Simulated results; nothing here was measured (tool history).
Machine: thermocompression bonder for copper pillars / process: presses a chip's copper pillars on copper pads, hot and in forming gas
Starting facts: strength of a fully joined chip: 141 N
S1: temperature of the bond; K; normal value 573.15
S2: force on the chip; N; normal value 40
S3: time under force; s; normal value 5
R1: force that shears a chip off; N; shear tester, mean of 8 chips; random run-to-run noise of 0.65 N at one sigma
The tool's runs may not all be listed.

run 1 hour=0.0 | S1=573.15 S2=40 S3=5 | R1=73.9
run 2 hour=8.4 | S1=573.15 S2=40 S3=5 | R1=73.4
run 3 hour=19.4 | S1=573.15 S2=40 S3=4 | R1=68.5
run 4 hour=33.6 | S1=573.15 S2=40 S3=8 | R1=86.0
run 5 hour=42.1 | S1=573.15 S2=40 S3=8 | R1=85.0
run 6 hour=56.7 | S1=573.15 S2=40 S3=8 | R1=85.4
run 7 hour=67.4 | S1=573.15 S2=40 S3=8 | R1=84.6
run 8 hour=75.4 | S1=559.15 S2=40 S3=12 | R1=82.9
run 9 hour=90.1 | S1=559.15 S2=29 S3=4 | R1=46.4
run 10 hour=101.0 | S1=559.15 S2=29 S3=4 | R1=47.3
run 11 hour=113.6 | S1=582.15 S2=40 S3=5 | R1=77.8
run 12 hour=122.5 | S1=582.15 S2=40 S3=5 | R1=79.1
run 13 hour=132.8 | S1=545.15 S2=40 S3=6 | R1=55.3
run 14 hour=139.0 | S1=545.15 S2=40 S3=6 | R1=55.2

Below are 5 alternative next runs, each starting from the tool's condition after run 14. Predict each:
run A hour=150.3 | S1=559.15 S2=40 S3=6 | R1=?
run B hour=150.3 | S1=590.15 S2=40 S3=4 | R1=?
run C hour=150.3 | S1=593.15 S2=29 S3=13 | R1=?
run D hour=150.3 | S1=562.15 S2=41 S3=5 | R1=?
run E hour=150.3 | S1=545.15 S2=40 S3=7 | R1=?

run=A R1=65.9
run=B R1=77.0
run=C R1=94.9
run=D R1=63.9
run=E R1=58.6
Stripped of hidden state, with their random variation kept, the same runs would have yielded:
run=A R1=71.7
run=B R1=83.3
run=C R1=102.0
run=D R1=69.5
run=E R1=64.0

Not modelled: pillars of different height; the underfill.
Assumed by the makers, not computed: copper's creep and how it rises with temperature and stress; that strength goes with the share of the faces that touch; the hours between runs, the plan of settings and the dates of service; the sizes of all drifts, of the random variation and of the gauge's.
